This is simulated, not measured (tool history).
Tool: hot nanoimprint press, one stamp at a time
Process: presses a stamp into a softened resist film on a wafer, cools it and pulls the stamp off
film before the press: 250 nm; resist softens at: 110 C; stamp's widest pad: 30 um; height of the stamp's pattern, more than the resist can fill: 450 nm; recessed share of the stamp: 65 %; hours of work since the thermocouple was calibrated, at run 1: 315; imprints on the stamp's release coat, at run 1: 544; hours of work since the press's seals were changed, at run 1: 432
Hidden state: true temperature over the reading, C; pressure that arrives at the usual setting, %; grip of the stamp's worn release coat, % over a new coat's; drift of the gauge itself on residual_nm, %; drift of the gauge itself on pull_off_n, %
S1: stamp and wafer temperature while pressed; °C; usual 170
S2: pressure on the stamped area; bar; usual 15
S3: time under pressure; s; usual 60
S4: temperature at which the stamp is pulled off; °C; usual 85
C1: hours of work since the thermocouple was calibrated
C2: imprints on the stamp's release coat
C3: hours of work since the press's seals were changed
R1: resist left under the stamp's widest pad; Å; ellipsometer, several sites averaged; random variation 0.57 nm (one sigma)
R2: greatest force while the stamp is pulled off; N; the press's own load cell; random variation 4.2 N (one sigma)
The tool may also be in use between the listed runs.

{"run": 1, "hour": 0.0, "S1": 170, "S2": 15, "S3": 60, "S4": 85, "C1": 315, "C2": 544, "C3": 432, "R1": 1231, "R2": 249}
{"run": 2, "hour": 78.7, "S1": 170, "S2": 15, "S3": 60, "S4": 85, "C1": 361, "C2": 852, "C3": 478, "R1": 1231, "R2": 262}
{"hour": 134.1, "done": "stamp cleaned and given a new release coat"}
{"run": 3, "hour": 165.4, "S1": 170, "S2": 15, "S3": 60, "S4": 85, "C1": 408, "C2": 123, "C3": 525, "R1": 1228, "R2": 209}
{"run": 4, "hour": 215.0, "S1": 170, "S2": 15, "S3": 60, "S4": 85, "C1": 437, "C2": 317, "C3": 554, "R1": 1228, "R2": 231}
{"hour": 228.3, "done": "plate thermocouple calibrated"}
{"run": 5, "hour": 292.4, "S1": 170, "S2": 15, "S3": 60, "S4": 85, "C1": 38, "C2": 609, "C3": 598, "R1": 1283, "R2": 253}
{"run": 6, "hour": 342.6, "S1": 170, "S2": 16, "S3": 60, "S4": 85, "C1": 67, "C2": 806, "C3": 627, "R1": 1252, "R2": 277}
{"run": 7, "hour": 396.5, "S1": 170, "S2": 15, "S3": 34, "S4": 85, "C1": 99, "C2": 1017, "C3": 659, "R1": 1533, "R2": 301}
{"hour": 412.3, "done": "stamp cleaned and given a new release coat"}
{"run": 8, "hour": 472.2, "S1": 170, "S2": 15, "S3": 34, "S4": 85, "C1": 139, "C2": 234, "C3": 699, "R1": 1525, "R2": 229}
{"run": 9, "hour": 529.4, "S1": 170, "S2": 12.5, "S3": 60, "S4": 85, "C1": 173, "C2": 459, "C3": 733, "R1": 1404, "R2": 250}
{"run": 10, "hour": 595.3, "S1": 170, "S2": 15, "S3": 60, "S4": 85, "C1": 212, "C2": 717, "C3": 772, "R1": 1288, "R2": 262}
{"run": 11, "hour": 656.2, "S1": 170, "S2": 15, "S3": 60, "S4": 85, "C1": 247, "C2": 956, "C3": 807, "R1": 1281, "R2": 277}
{"hour": 686.9, "done": "stamp cleaned and given a new release coat"}
{"run": 12, "hour": 721.2, "S1": 170, "S2": 15, "S3": 60, "S4": 74, "C1": 282, "C2": 134, "C3": 842, "R1": 1284, "R2": 244}
{"run": 13, "hour": 797.8, "S1": 170, "S2": 23.7, "S3": 60, "S4": 85, "C1": 327, "C2": 435, "C3": 887, "R1": 1026, "R2": 233}
{"run": 14, "hour": 877.7, "S1": 170, "S2": 23.7, "S3": 60, "S4": 85, "C1": 374, "C2": 748, "C3": 934, "R1": 1025, "R2": 273}
{"run": 15, "hour": 951.4, "S1": 170, "S2": 23.7, "S3": 60, "S4": 85, "C1": 417, "C2": 1037, "C3": 977, "R1": 1018, "R2": 295}
{"hour": 961.7, "done": "stamp cleaned and given a new release coat"}
{"hour": 1006.3, "done": "plate thermocouple calibrated"}
{"run": 16, "hour": 1033.7, "S1": 170, "S2": 23.7, "S3": 60, "S4": 85, "C1": 16, "C2": 271, "C3": 1020, "R1": 1058, "R2": 217}
{"run": 17, "hour": 1119.6, "S1": 166, "S2": 17, "S3": 60, "S4": 78, "C1": 66, "C2": 608, "C3": 1070, "R1": 1507, "R2": 270}
{"run": 18, "hour": 1160.5, "S1": 176, "S2": 17, "S3": 60, "S4": 75, "C1": 90, "C2": 768, "C3": 1094, "R1": 917, "R2": 302}
{"run": 19, "hour": 1214.6, "S1": 176, "S2": 17, "S3": 60, "S4": 75, "C1": 122, "C2": 980, "C3": 1126, "R1": 906, "R2": 315}
{"hour": 1243.5, "done": "stamp cleaned and given a new release coat"}
{"run": 20, "hour": 1300.8, "S1": 176, "S2": 17, "S3": 60, "S4": 75, "C1": 169, "C2": 225, "C3": 1173, "R1": 907, "R2": 254}
{"run": 21, "hour": 1388.2, "S1": 176, "S2": 17, "S3": 60, "S4": 75, "C1": 220, "C2": 567, "C3": 1224, "R1": 909, "R2": 273}
{"hour": 1402.1, "done": "press's hydraulic seals changed and the load cell set to zero"}
{"run": 22, "hour": 1444.1, "S1": 168, "S2": 15, "S3": 60, "S4": 85, "C1": 248, "C2": 755, "C3": 25, "R1": 1370, "R2": 258}
{"run": 23, "hour": 1515.0, "S1": 178, "S2": 15, "S3": 88, "S4": 81, "C1": 290, "C2": 1033, "C3": 66, "R1": 720, "R2": 306}
{"hour": 1526.4, "done": "stamp cleaned and given a new release coat"}
{"run": 24, "hour": 1579.7, "S1": 170, "S2": 9.8, "S3": 60, "S4": 85, "C1": 324, "C2": 209, "C3": 101, "R1": 1507, "R2": 212}
{"run": 25, "hour": 1633.4, "S1": 178, "S2": 23.3, "S3": 60, "S4": 78, "C1": 356, "C2": 420, "C3": 132, "R1": 632, "R2": 257}
{"run": 26, "hour": 1703.5, "S1": 178, "S2": 23.3, "S3": 60, "S4": 78, "C1": 397, "C2": 695, "C3": 173, "R1": 633, "R2": 286}
{"run": 27, "hour": 1772.4, "S1": 178, "S2": 23.3, "S3": 60, "S4": 78, "C1": 437, "C2": 965, "C3": 213, "R1": 629, "R2": 308}
{"hour": 1787.3, "done": "plate thermocouple calibrated"}
{"hour": 1801.5, "done": "stamp cleaned and given a new release coat"}
{"run": 28, "hour": 1839.1, "S1": 178, "S2": 23.3, "S3": 60, "S4": 78, "C1": 27, "C2": 147, "C3": 247, "R1": 664, "R2": 225}

3 ways to go on from here, each from the tool as it stands after run 28. What would each give?
{"run": "A", "hour": 1905.6, "S1": 168, "S2": 17.6, "S3": 60, "S4": 85, "C1": 66, "C2": 408, "C3": 286, "R1": "?", "R2": "?"}
{"run": "B", "hour": 1905.6, "S1": 170, "S2": 13.3, "S3": 60, "S4": 85, "C1": 66, "C2": 408, "C3": 286, "R1": "?", "R2": "?"}
{"run": "C", "hour": 1905.6, "S1": 177, "S2": 23.3, "S3": 60, "S4": 78, "C1": 66, "C2": 408, "C3": 286, "R1": "?", "R2": "?"}

run=A R1=1305 R2=233
run=B R1=1354 R2=235
run=C R1=705 R2=255
Without the tool's hidden state the same runs would have given:
run=A R1=1297 R2=200
run=B R1=1348 R2=202
run=C R1=697 R2=219
